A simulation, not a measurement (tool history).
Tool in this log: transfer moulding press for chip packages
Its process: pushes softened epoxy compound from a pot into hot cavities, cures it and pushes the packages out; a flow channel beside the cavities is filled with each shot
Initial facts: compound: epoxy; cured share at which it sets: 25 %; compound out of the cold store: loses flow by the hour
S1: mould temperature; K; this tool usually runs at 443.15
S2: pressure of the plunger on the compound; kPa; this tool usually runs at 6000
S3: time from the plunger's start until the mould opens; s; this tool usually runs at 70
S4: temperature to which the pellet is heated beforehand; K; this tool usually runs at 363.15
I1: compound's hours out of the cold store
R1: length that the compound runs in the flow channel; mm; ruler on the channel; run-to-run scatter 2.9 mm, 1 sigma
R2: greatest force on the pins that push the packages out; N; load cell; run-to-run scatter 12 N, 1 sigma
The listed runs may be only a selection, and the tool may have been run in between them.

| run | hour | S1 | S2 | S3 | S4 | I1 | R1 | R2 |
|---|---|---|---|---|---|---|---|---|
| 1 | 0.0 | 443.15 | 6000 | 70 | 363.15 | 20.6 | 714 | 544 |
|  | 13.5 | cavities cleaned with cleaning compound and waxed |
|  | 44.0 | cavities cleaned with cleaning compound and waxed |
| 2 | 56.9 | 443.15 | 6000 | 70 | 363.15 | 16.9 | 724 | 539 |
|  | 73.6 | cavities cleaned with cleaning compound and waxed |
|  | 104.2 | cavities cleaned with cleaning compound and waxed |
|  | 134.0 | cavities cleaned with cleaning compound and waxed |
|  | 140.8 | plunger's sealing rings changed |
| 3 | 151.5 | 443.15 | 6000 | 70 | 363.15 | 21.3 | 711 | 504 |
|  | 164.6 | cavities cleaned with cleaning compound and waxed |
|  | 197.8 | cavities cleaned with cleaning compound and waxed |
| 4 | 223.3 | 443.15 | 7310 | 70 | 363.15 | 11.2 | 813 | 542 |
|  | 231.5 | cavities cleaned with cleaning compound and waxed |
|  | 264.8 | cavities cleaned with cleaning compound and waxed |
|  | 296.3 | cavities cleaned with cleaning compound and waxed |
| 5 | 320.1 | 443.15 | 6000 | 70 | 363.15 | 42.7 | 649 | 507 |
|  | 326.6 | mould's thermocouples calibrated |
|  | 328.1 | cavities cleaned with cleaning compound and waxed |
|  | 359.5 | plunger's sealing rings changed |
|  | 361.0 | cavities cleaned with cleaning compound and waxed |
|  | 393.8 | cavities cleaned with cleaning compound and waxed |
| 6 | 405.8 | 443.15 | 6000 | 70 | 363.15 | 41.0 | 662 | 506 |
|  | 423.9 | cavities cleaned with cleaning compound and waxed |
|  | 454.2 | cavities cleaned with cleaning compound and waxed |
| 7 | 472.5 | 443.15 | 6000 | 70 | 363.15 | 37.3 | 669 | 505 |
|  | 482.5 | cavities cleaned with cleaning compound and waxed |
|  | 512.6 | cavities cleaned with cleaning compound and waxed |
|  | 546.2 | cavities cleaned with cleaning compound and waxed |
| 8 | 550.4 | 447.15 | 6000 | 70 | 363.15 | 24.0 | 692 | 389 |
|  | 577.1 | plunger's sealing rings changed |
|  | 578.6 | cavities cleaned with cleaning compound and waxed |
| 9 | 603.4 | 448.15 | 6000 | 70 | 363.15 | 25.9 | 688 | 363 |
|  | 609.0 | cavities cleaned with cleaning compound and waxed |
|  | 637.5 | cavities cleaned with cleaning compound and waxed |
| 10 | 661.6 | 443.15 | 6000 | 70 | 363.15 | 24.5 | 709 | 528 |
|  | 669.2 | cavities cleaned with cleaning compound and waxed |
|  | 701.6 | cavities cleaned with cleaning compound and waxed |
|  | 731.2 | cavities cleaned with cleaning compound and waxed |
| 11 | 733.8 | 443.15 | 6000 | 70 | 363.15 | 42.4 | 659 | 502 |
|  | 764.0 | cavities cleaned with cleaning compound and waxed |
| 12 | 785.3 | 443.15 | 4760 | 107 | 363.15 | 28.8 | 618 | 244 |
|  | 794.4 | plunger's sealing rings changed |
|  | 795.9 | cavities cleaned with cleaning compound and waxed |
|  | 809.7 | mould's thermocouples calibrated |
|  | 830.6 | cavities cleaned with cleaning compound and waxed |
|  | 861.8 | cavities cleaned with cleaning compound and waxed |
|  | 891.4 | cavities cleaned with cleaning compound and waxed |
| 13 | 891.4 | 443.15 | 6110 | 107 | 363.15 | 38.5 | 674 | 254 |
|  | 924.4 | cavities cleaned with cleaning compound and waxed |
|  | 958.3 | cavities cleaned with cleaning compound and waxed |
| 14 | 967.1 | 443.15 | 5450 | 68 | 363.15 | 20.5 | 681 | 575 |
|  | 987.0 | cavities cleaned with cleaning compound and waxed |
|  | 1011.8 | plunger's sealing rings changed |
|  | 1019.9 | cavities cleaned with cleaning compound and waxed |
| 15 | 1027.2 | 451.15 | 4580 | 70 | 371.15 | 39.5 | 572 | 299 |
|  | 1048.0 | cavities cleaned with cleaning compound and waxed |
|  | 1078.9 | cavities cleaned with cleaning compound and waxed |
| 16 | 1086.8 | 443.15 | 6000 | 53 | 363.15 | 27.7 | 694 | 941 |
|  | 1107.7 | cavities cleaned with cleaning compound and waxed |
| 17 | 1130.3 | 443.15 | 5290 | 74 | 363.15 | 25.7 | 657 | 438 |
|  | 1138.5 | cavities cleaned with cleaning compound and waxed |
|  | 1169.4 | cavities cleaned with cleaning compound and waxed |
| 18 | 1186.9 | 443.15 | 5290 | 74 | 363.15 | 10.1 | 695 | 475 |
|  | 1201.6 | cavities cleaned with cleaning compound and waxed |
|  | 1230.5 | plunger's sealing rings changed |
|  | 1238.6 | cavities cleaned with cleaning compound and waxed |
| 19 | 1263.4 | 443.15 | 5290 | 74 | 363.15 | 45.0 | 611 | 417 |
|  | 1271.5 | cavities cleaned with cleaning compound and waxed |
|  | 1286.3 | mould's thermocouples calibrated |
|  | 1305.4 | cavities cleaned with cleaning compound and waxed |
|  | 1336.4 | cavities cleaned with cleaning compound and waxed |
| 20 | 1345.7 | 448.15 | 6000 | 70 | 366.15 | 45.8 | 637 | 345 |
|  | 1365.8 | cavities cleaned with cleaning compound and waxed |
|  | 1394.3 | cavities cleaned with cleaning compound and waxed |
|  | 1427.0 | cavities cleaned with cleaning compound and waxed |
| 21 | 1430.5 | 441.15 | 4560 | 56 | 363.15 | 46.8 | 568 | 976 |
|  | 1451.1 | plunger's sealing rings changed |
|  | 1459.3 | cavities cleaned with cleaning compound and waxed |
| 22 | 1476.9 | 437.15 | 6000 | 70 | 372.15 | 46.5 | 659 | 715 |

What if the next run were any one of these 5? Each begins from the tool's condition after run 22:
|  | 1491.6 | cavities cleaned with cleaning compound and waxed |
|  | 1522.0 | cavities cleaned with cleaning compound and waxed |
|  | 1550.2 | cavities cleaned with cleaning compound and waxed |
| A | 1569.3 | 437.15 | 6680 | 70 | 362.15 | 32.9 | ? | ? |
|  | 1491.6 | cavities cleaned with cleaning compound and waxed |
|  | 1522.0 | cavities cleaned with cleaning compound and waxed |
|  | 1550.2 | cavities cleaned with cleaning compound and waxed |
| B | 1569.3 | 449.15 | 6000 | 71 | 366.15 | 9.4 | ? | ? |
|  | 1491.6 | cavities cleaned with cleaning compound and waxed |
|  | 1522.0 | cavities cleaned with cleaning compound and waxed |
|  | 1550.2 | cavities cleaned with cleaning compound and waxed |
| C | 1569.3 | 444.15 | 6000 | 72 | 370.15 | 10.9 | ? | ? |
|  | 1491.6 | cavities cleaned with cleaning compound and waxed |
|  | 1522.0 | cavities cleaned with cleaning compound and waxed |
|  | 1550.2 | cavities cleaned with cleaning compound and waxed |
| D | 1569.3 | 447.15 | 6000 | 52 | 366.15 | 37.2 | ? | ? |
|  | 1491.6 | cavities cleaned with cleaning compound and waxed |
|  | 1522.0 | cavities cleaned with cleaning compound and waxed |
|  | 1550.2 | cavities cleaned with cleaning compound and waxed |
| E | 1569.3 | 438.15 | 6710 | 60 | 372.15 | 9.8 | ? | ? |

| run | R1 | R2 |
|---|---|---|
| A | 732 | 788 |
| B | 729 | 349 |
| C | 735 | 454 |
| D | 661 | 824 |
| E | 797 | 1008 |
Had the tool no hidden state, the same runs would have come out as:
| run | R1 | R2 |
|---|---|---|
| A | 733 | 780 |
| B | 730 | 346 |
| C | 736 | 450 |
| D | 662 | 816 |
| E | 798 | 998 |
